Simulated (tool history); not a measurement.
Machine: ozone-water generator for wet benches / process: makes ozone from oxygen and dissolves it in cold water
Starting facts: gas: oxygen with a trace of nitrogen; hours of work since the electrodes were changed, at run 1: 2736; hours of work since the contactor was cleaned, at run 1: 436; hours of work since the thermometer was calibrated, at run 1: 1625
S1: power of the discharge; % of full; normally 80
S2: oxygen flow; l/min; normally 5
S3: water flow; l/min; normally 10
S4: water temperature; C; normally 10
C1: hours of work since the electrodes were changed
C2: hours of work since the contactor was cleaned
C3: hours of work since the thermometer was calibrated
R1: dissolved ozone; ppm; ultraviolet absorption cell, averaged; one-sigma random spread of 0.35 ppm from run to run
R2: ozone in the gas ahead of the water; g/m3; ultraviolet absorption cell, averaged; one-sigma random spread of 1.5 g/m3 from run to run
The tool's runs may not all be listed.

run   hour  S1    S2  S3  S4    C1   C2    C3    R1     R2
  1      0  80     5  10  10  2736  436  1625  50.7  259.5
  2   60.1  80     5  10   5  2796  496  1685  54.5  259.1
  3  101.6  80     5  10  10  2838  538  1726    50  261.4
  4  152.2  80     5  10  10  2888  588  1777  50.1  259.2
  5  207.9  80     5  10  10  2944  644  1833  50.4  257.1
  6  264.4  59     5  10  10  3000  700  1889  39.4  203.4
  7  318.7  80  8.92  10  10  3054  754  1943  51.2    216
     328.5  -- contactor cleaned
  8  385.5  80  8.92  10  10  3117   57  2006    52  215.1
  9  461.1  80  8.92  10  10  3193  132  2081  51.2  215.4
 10  535.2  80  8.92  10  10  3267  206  2155    51  211.3
 11  589.6  58  3.96   6   5  3321  261  2210    56  216.1
     621.2  -- contactor cleaned, once more
 12  656.5  58  2.85   6   5  3384   35  2273    53  240.2
 13  717.6  71     5  12  14  3445   96  2334  37.1  232.5

Describe how what the log doesn't record of the tool's condition differs between the last listed run preceding each entry between runs and the first listed run following it.
Run 7 -> run 8: contactor cleaned (hour 328.5)
  yield of the discharge, % of new electrodes': 91.8 -> 91.6; contactor's efficiency, % of a clean one's: 98.2 -> 97.5; true water temperature over the reading, C: 0.21 -> 0.22
  measured value less the no-hidden-state value, R1: -5.7 -> -6 ppm; R2: -21.5 -> -21.9 g/m3
Run 11 -> run 12: contactor cleaned, once more (hour 621.2)
  yield of the discharge, % of new electrodes': 91.1 -> 90.9; contactor's efficiency, % of a clean one's: 97.2 -> 99.4; true water temperature over the reading, C: 0.24 -> 0.25
  measured value less the no-hidden-state value, R1: -5.3 -> -4.8 ppm; R2: -17.9 -> -20.4 g/m3
